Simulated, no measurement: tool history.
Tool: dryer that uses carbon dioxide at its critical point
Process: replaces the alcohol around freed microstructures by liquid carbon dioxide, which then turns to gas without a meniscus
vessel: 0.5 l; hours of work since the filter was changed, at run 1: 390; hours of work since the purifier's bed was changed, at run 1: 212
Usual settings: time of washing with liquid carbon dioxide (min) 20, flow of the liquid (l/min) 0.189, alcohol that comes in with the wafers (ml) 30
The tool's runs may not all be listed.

| run | day | time of washing with liquid carbon dioxide (min) | flow of the liquid (l/min) | alcohol that comes in with the wafers (ml) | hours of work since the filter was changed | hours of work since the purifier's bed was changed | alcohol left in the vessel before it's heated (ppm by volume) |
|---|---|---|---|---|---|---|---|
| 1 | 0.000 | 20 | 0.189 | 30 | 390 | 212 | 146 |
| 2 | 1.021 | 14 | 0.189 | 30 | 398 | 220 | 808 |
| 3 | 1.575 | 20 | 0.189 | 30 | 402 | 224 | 151 |
| 4 | 2.017 | 20 | 0.189 | 30 | 405 | 227 | 151 |
| 5 | 2.492 | 20 | 0.189 | 30 | 408 | 231 | 151 |
| 6 | 3.029 | 20 | 0.189 | 30 | 412 | 235 | 154 |
| 7 | 3.617 | 20 | 0.189 | 30 | 417 | 239 | 155 |
| 8 | 4.525 | 20 | 0.189 | 30 | 424 | 246 | 148 |
| 9 | 5.488 | 29 | 0.189 | 30 | 431 | 253 | 48 |
| 10 | 6.496 | 20 | 0.189 | 106 | 438 | 260 | 459 |
| 11 | 7.154 | 13 | 0.159 | 106 | 443 | 265 | 6741 |
| 12 | 7.692 | 20 | 0.189 | 36 | 447 | 269 | 175 |
| 13 | 8.142 | 20 | 0.189 | 38 | 450 | 273 | 195 |
| 14 | 9.142 | 20 | 0.213 | 48 | 458 | 280 | 135 |

The next listed run, before its measurement:
| 15 | 9.929 | 20 | 0.237 | 30 | 464 | 286 | ? |

{"run 15": {"alcohol left in the vessel before it's heated (ppm by volume)": 81}}
Without the tool's hidden state the same run would have given alcohol left in the vessel before it's heated (ppm by volume) 29.

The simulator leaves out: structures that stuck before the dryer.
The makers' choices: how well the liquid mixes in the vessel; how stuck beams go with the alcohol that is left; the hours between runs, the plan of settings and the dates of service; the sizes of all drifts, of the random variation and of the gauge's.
